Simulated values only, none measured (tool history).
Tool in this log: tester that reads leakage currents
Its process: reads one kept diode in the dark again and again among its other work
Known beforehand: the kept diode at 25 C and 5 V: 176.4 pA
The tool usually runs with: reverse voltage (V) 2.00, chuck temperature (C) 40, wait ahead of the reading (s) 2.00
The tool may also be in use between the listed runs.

run,day,reverse voltage (V),chuck temperature (C),wait ahead of the reading (s),current that the tester gives (pA)
1,0.000,2.00,40,2.00,326.97
2,2.012,2.00,50,2.00,618.94
3,3.933,2.00,50,2.00,616.13
# day 4.125: tester calibrated
4,5.342,2.00,40,9.78,326.40
5,7.475,2.00,40,2.00,326.85
6,9.512,2.00,40,2.00,328.05
# day 11.046: tester calibrated, once more
7,11.908,2.00,40,0.86,323.09
8,13.158,10.60,25,2.36,236.23
9,14.975,10.60,25,2.36,238.05
10,17.112,1.22,48,0.51,432.93
11,18.192,14.36,48,7.38,1247.23

A few steps of current that the tester gives (pA) between consecutive runs. Split each: what settings, incoming material and random variation would produce without the hidden state, and what is left over for the hidden state, along with gauge scatter present in only one of the two compared results (measured, and without hidden state):
Hidden conditions of the tool in this case: stray current of the dirty probe card, pA a volt; current scale over the true one, %; true chuck temperature over the reading, C; drift of the gauge itself on leakage_pa, %.
Run 10 -> 11: reverse voltage (V) 1.22 -> 14.36, wait ahead of the reading (s) 0.51 -> 7.38. current that the tester gives (pA) +814.30: hidden state -24.67, all else +838.97.
